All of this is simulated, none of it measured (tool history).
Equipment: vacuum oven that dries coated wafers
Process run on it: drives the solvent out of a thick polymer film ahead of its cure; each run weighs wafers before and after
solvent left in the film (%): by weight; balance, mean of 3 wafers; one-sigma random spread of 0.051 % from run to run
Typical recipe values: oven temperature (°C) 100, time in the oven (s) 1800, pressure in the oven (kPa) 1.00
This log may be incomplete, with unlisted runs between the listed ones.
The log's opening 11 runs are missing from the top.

run	day	oven temperature (°C)	time in the oven (s)	pressure in the oven (kPa)	hours of work since the thermocouples were calibrated	hours of work since the vacuum gauge was cleaned of residue	solvent left in the film (%)
12	38.558	100	1800	1.37	111	1733	4.92
13	40.912	104	1800	1.00	147	1769	3.47
14	43.054	104	1800	1.00	180	1803	3.45
15	46.133	104	1800	1.00	228	1850	3.38
16	48.896	100	1800	1.00	271	1893	4.81
17	52.829	100	1800	1.00	331	1954	4.88
18	56.921	113	2280	1.08	395	2017	0.85
19	60.204	101	2100	0.91	446	2068	3.67
20	62.567	108	1800	0.59	482	2104	2.27
21	66.604	107	1800	3.86	544	2167	3.32
22	69.996	107	1800	3.86	597	2219	3.34
23	72.138	105	1800	2.29	630	2252	3.57
24	75.158	105	2940	1.23	677	2299	1.38
25	77.850	105	2940	1.23	718	2341	1.45
26	82.150	91	1800	1.25	785	2407	9.10
# day 84.058: oven's thermocouples calibrated
27	84.429	89	900	2.82	6	2441	13.97
28	87.379	112	2880	1.31	51	2487	0.65
29	89.542	85	1680	0.60	85	2520	11.45
30	91.883	85	1680	2.28	121	2557	12.15
31	94.817	85	2340	3.87	166	2602	10.44
32	96.812	85	2520	2.04	197	2633	9.42
# day 100.017: vacuum gauge cleaned of residue and calibrated
33	100.350	85	2520	2.04	251	5	9.19

Here are 5 independent what-if runs from the current tool condition. What would each one return?
A	102.821	109	1800	1.90	289	43	?
B	102.821	100	2100	1.16	289	43	?
C	102.821	85	1140	2.04	289	43	?
D	102.821	100	1620	1.00	289	43	?
E	102.821	89	1680	2.18	289	43	?

run	solvent left in the film (%)
A	2.08
B	3.73
C	13.94
D	5.40
E	10.23
Had the tool no hidden state, the same runs would have come out as:
run	solvent left in the film (%)
A	1.93
B	3.50
C	13.71
D	5.13
E	9.94
